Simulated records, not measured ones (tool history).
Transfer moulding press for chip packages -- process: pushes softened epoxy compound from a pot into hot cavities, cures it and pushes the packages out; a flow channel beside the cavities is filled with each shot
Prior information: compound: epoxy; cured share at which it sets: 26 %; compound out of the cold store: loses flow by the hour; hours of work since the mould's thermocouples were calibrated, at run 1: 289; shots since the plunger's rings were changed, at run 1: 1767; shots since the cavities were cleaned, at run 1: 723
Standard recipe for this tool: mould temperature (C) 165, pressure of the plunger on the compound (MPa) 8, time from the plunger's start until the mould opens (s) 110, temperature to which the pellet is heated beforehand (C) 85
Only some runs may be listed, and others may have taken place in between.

| run | hour | mould temperature (C) | pressure of the plunger on the compound (MPa) | time from the plunger's start until the mould opens (s) | temperature to which the pellet is heated beforehand (C) | hours of work since the mould's thermocouples were calibrated | shots since the plunger's rings were changed | shots since the cavities were cleaned | incoming compound's hours out of the cold store | length that the compound runs in the flow channel (mm) | greatest force on the pins that push the packages out (N) |
|---|---|---|---|---|---|---|---|---|---|---|---|
| 1 | 0 | 165 | 8 | 110 | 85 | 289 | 1767 | 723 | 29.8 | 802 | 891 |
|  | 10 | cavities cleaned with cleaning compound and waxed |
| 2 | 11.2 | 165 | 8 | 110 | 85 | 294 | 1833 | 8 | 28.3 | 811 | 574 |
| 3 | 28.2 | 165 | 8 | 110 | 85 | 301 | 1950 | 125 | 9.2 | 908 | 689 |
| 4 | 44.5 | 165 | 8 | 104 | 85 | 308 | 2062 | 237 | 43.2 | 726 | 781 |
| 5 | 59.1 | 165 | 8 | 104 | 85 | 315 | 2162 | 337 | 33.9 | 772 | 864 |
| 6 | 70.3 | 165 | 8 | 104 | 85 | 319 | 2238 | 413 | 26.1 | 818 | 951 |
| 7 | 86.8 | 165 | 8 | 109 | 85 | 327 | 2352 | 527 | 39.4 | 742 | 836 |
| 8 | 98.1 | 165 | 8 | 109 | 85 | 332 | 2430 | 605 | 8.4 | 910 | 939 |
| 9 | 111.9 | 165 | 6.1 | 110 | 85 | 338 | 2524 | 699 | 41.4 | 632 | 922 |
|  | 124.9 | cavities cleaned with cleaning compound and waxed |
| 10 | 124.9 | 165 | 6.1 | 110 | 85 | 343 | 2603 | 0 | 38.9 | 648 | 561 |
| 11 | 138.2 | 165 | 8 | 110 | 85 | 349 | 2694 | 91 | 32.8 | 783 | 626 |
| 12 | 150.1 | 165 | 8 | 110 | 85 | 354 | 2776 | 173 | 24.9 | 806 | 712 |
| 13 | 167.4 | 165 | 8 | 110 | 85 | 361 | 2895 | 292 | 43.4 | 718 | 750 |
| 14 | 180.2 | 165 | 8 | 110 | 85 | 367 | 2982 | 379 | 32.4 | 776 | 813 |
| 15 | 197.1 | 160 | 8 | 113 | 85 | 374 | 3098 | 495 | 43.5 | 735 | 1160 |
| 16 | 215.4 | 168 | 8.71 | 99 | 86 | 382 | 3224 | 621 | 38.6 | 750 | 843 |
| 17 | 227.3 | 168 | 6.01 | 99 | 89 | 388 | 3305 | 702 | 16.3 | 724 | 948 |
|  | 240.7 | cavities cleaned with cleaning compound and waxed |
| 18 | 241.2 | 160 | 7.17 | 95 | 79 | 393 | 3390 | 3 | 39.9 | 692 | 1136 |
| 19 | 260.3 | 165 | 8 | 141 | 81 | 401 | 3522 | 135 | 8.4 | 894 | 481 |
| 20 | 279.8 | 159 | 8 | 141 | 93 | 410 | 3655 | 268 | 23.1 | 843 | 725 |
| 21 | 296.4 | 166 | 7.35 | 141 | 93 | 417 | 3769 | 382 | 16.5 | 803 | 562 |
| 22 | 310.3 | 162 | 9.62 | 138 | 86 | 423 | 3864 | 477 | 10.8 | 973 | 734 |
| 23 | 321.6 | 158 | 7.51 | 130 | 80 | 428 | 3942 | 555 | 16.5 | 857 | 1160 |
| 24 | 330.9 | 158 | 6.01 | 130 | 86 | 432 | 4006 | 619 | 47.8 | 605 | 1036 |

The next listed run, before its measurement:
| 25 | 339.7 | 157 | 7.46 | 110 | 85 | 436 | 4066 | 679 | 14.3 | ? | ? |

Run 25 gave length that the compound runs in the flow channel (mm) 863, greatest force on the pins that push the packages out (N) 1887.
With the hidden condition absent and the run-to-run variation left alone, this run would have shown length that the compound runs in the flow channel (mm) 918, greatest force on the pins that push the packages out (N) 1126.
